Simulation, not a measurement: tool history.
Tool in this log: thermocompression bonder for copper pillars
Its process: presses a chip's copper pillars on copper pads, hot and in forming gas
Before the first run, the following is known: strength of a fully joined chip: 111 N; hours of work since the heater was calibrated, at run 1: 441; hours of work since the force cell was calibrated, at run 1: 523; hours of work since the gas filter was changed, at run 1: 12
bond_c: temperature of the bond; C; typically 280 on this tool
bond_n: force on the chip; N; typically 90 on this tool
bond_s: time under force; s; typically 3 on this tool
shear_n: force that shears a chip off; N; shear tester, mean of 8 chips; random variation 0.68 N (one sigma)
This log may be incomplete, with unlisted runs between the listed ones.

run	hour	bond_c	bond_n	bond_s	hours of work since the heater was calibrated	hours of work since the force cell was calibrated	hours of work since the gas filter was changed	shear_n
1	0	280	90	3	441	523	12	46.1
2	37.6	280	90	3	463	545	34	45.3
3	83.4	280	90	3	490	572	60	44.7
4	114.5	280	90	3	508	590	79	45.3
5	152.9	280	90	3	530	613	101	43.6
6	191.6	280	90	2	553	635	124	37.4
7	247.4	280	80	3	586	668	157	41
8	274.5	280	90	3	602	684	173	44.2
# hour 278.9: heater calibrated with a thermocouple chip
9	319.6	280	90	3	24	709	198	44.5
10	357.9	280	90	3	46	732	220	44.8
11	403.8	280	90	3	73	759	247	44.3
12	428	280	90	3	87	773	262	45
13	457.9	269	85	2	105	790	279	32.2
14	507	310	55	3	134	819	308	46.9
15	554.8	310	55	3	162	847	336	46.6
16	591.4	268	128	4	183	869	357	49.7
# hour 604.3: heater calibrated with a thermocouple chip, once more
17	643.1	268	128	4	23	898	387	47
18	677.9	268	99	6	43	918	407	47.8
19	714.7	268	99	6	65	940	429	47.1
20	753.9	296	92	2	88	963	452	40.1
21	778.3	280	85	3	102	977	466	38.4
# hour 805.9: forming gas filter changed
22	812.5	280	85	7	122	997	4	58.8
23	860.1	272	85	7	150	1025	32	53.8

3 options for the next run, each taken on its own from the tool as it stands now. Forecast them:
A	891	287	85	7	168	1043	50	?
B	891	280	90	7	168	1043	50	?
C	891	253	85	7	168	1043	50	?

run	shear_n
A	64.4
B	61.4
C	43.7
Stripped of hidden state, with their random variation kept, the same runs would have yielded:
run	shear_n
A	66
B	63
C	44.9
